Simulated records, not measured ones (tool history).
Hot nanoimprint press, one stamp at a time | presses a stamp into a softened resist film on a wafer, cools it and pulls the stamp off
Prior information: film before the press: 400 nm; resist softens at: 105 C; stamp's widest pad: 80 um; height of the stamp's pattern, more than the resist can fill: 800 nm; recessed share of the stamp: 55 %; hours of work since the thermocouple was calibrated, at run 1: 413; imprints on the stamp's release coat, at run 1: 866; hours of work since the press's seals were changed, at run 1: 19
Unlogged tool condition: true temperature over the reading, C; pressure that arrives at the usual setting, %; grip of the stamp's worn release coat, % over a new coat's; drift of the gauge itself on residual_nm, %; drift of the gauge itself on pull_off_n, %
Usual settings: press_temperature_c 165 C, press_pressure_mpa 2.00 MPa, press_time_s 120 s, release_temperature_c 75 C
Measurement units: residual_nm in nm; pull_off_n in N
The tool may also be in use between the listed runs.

| run | hour | press_temperature_c | press_pressure_mpa | press_time_s | release_temperature_c | hours of work since the thermocouple was calibrated | imprints on the stamp's release coat | hours of work since the press's seals were changed | residual_nm | pull_off_n |
|---|---|---|---|---|---|---|---|---|---|---|
| 1 | 0.0 | 165 | 2.00 | 120 | 75 | 413 | 866 | 19 | 175.2 | 242 |
| 2 | 14.3 | 165 | 2.00 | 120 | 75 | 420 | 905 | 26 | 176.9 | 240 |
| 3 | 27.4 | 165 | 2.00 | 120 | 75 | 427 | 941 | 33 | 176.1 | 244 |
|  | 41.4 | plate thermocouple calibrated |
| 4 | 54.7 | 165 | 2.00 | 120 | 75 | 7 | 1007 | 45 | 177.2 | 241 |
| 5 | 72.6 | 165 | 2.00 | 120 | 75 | 15 | 1056 | 54 | 176.9 | 238 |
| 6 | 92.5 | 165 | 2.00 | 120 | 75 | 25 | 1110 | 64 | 176.8 | 237 |
| 7 | 106.4 | 172 | 2.00 | 120 | 75 | 32 | 1148 | 70 | 116.2 | 241 |
| 8 | 126.1 | 172 | 2.00 | 120 | 75 | 42 | 1202 | 80 | 118.1 | 242 |
| 9 | 152.4 | 172 | 2.00 | 120 | 75 | 55 | 1274 | 93 | 117.2 | 241 |
| 10 | 169.5 | 165 | 2.00 | 82 | 75 | 64 | 1321 | 102 | 205.6 | 237 |
| 11 | 191.6 | 165 | 2.00 | 82 | 67 | 74 | 1381 | 113 | 203.7 | 296 |
| 12 | 216.6 | 165 | 2.00 | 82 | 67 | 87 | 1449 | 125 | 204.1 | 277 |
| 13 | 231.8 | 165 | 2.00 | 82 | 67 | 94 | 1491 | 133 | 203.9 | 277 |
| 14 | 259.7 | 165 | 2.00 | 120 | 75 | 108 | 1567 | 146 | 176.9 | 238 |
| 15 | 275.1 | 165 | 2.00 | 120 | 75 | 116 | 1609 | 154 | 176.8 | 249 |
| 16 | 299.9 | 155 | 2.50 | 107 | 75 | 128 | 1677 | 166 | 284.0 | 241 |
| 17 | 322.0 | 175 | 1.84 | 130 | 62 | 139 | 1737 | 177 | 98.3 | 334 |
| 18 | 345.7 | 175 | 1.84 | 130 | 62 | 151 | 1802 | 189 | 98.7 | 320 |
| 19 | 363.8 | 175 | 1.84 | 130 | 62 | 160 | 1851 | 198 | 97.0 | 317 |
| 20 | 388.4 | 175 | 1.84 | 130 | 62 | 172 | 1918 | 210 | 98.2 | 329 |
| 21 | 402.0 | 175 | 1.84 | 130 | 62 | 179 | 1956 | 217 | 99.5 | 322 |
| 22 | 431.4 | 154 | 2.00 | 157 | 75 | 193 | 2036 | 232 | 285.1 | 248 |
|  | 442.5 | stamp cleaned and given a new release coat |
| 23 | 466.8 | 154 | 2.00 | 157 | 75 | 208 | 66 | 246 | 285.6 | 238 |
| 24 | 491.5 | 163 | 2.15 | 65 | 79 | 220 | 134 | 258 | 236.9 | 209 |
| 25 | 517.8 | 164 | 1.26 | 120 | 75 | 233 | 205 | 272 | 223.6 | 237 |
| 26 | 534.9 | 164 | 1.94 | 143 | 61 | 242 | 252 | 280 | 176.8 | 339 |
| 27 | 559.3 | 163 | 2.00 | 173 | 68 | 254 | 319 | 292 | 171.5 | 290 |
| 28 | 576.8 | 163 | 2.00 | 173 | 68 | 262 | 367 | 301 | 171.0 | 274 |
| 29 | 590.1 | 163 | 2.00 | 173 | 68 | 269 | 403 | 307 | 171.3 | 285 |

Here are 5 independent what-if runs from the current tool condition. What would each one return?
| A | 608.5 | 173 | 2.00 | 94 | 75 | 278 | 453 | 316 | ? | ? |
| B | 608.5 | 163 | 2.66 | 133 | 78 | 278 | 453 | 316 | ? | ? |
| C | 608.5 | 165 | 1.40 | 120 | 75 | 278 | 453 | 316 | ? | ? |
| D | 608.5 | 168 | 2.30 | 156 | 75 | 278 | 453 | 316 | ? | ? |
| E | 608.5 | 163 | 1.55 | 148 | 68 | 278 | 453 | 316 | ? | ? |

| run | residual_nm | pull_off_n |
|---|---|---|
| A | 123.2 | 235 |
| B | 168.1 | 211 |
| C | 201.1 | 232 |
| D | 123.5 | 238 |
| E | 200.9 | 276 |
With the hidden condition removed and each run's random variation left untouched, the same runs would have given:
| run | residual_nm | pull_off_n |
|---|---|---|
| A | 123.4 | 234 |
| B | 168.4 | 210 |
| C | 201.5 | 231 |
| D | 123.8 | 238 |
| E | 201.3 | 275 |
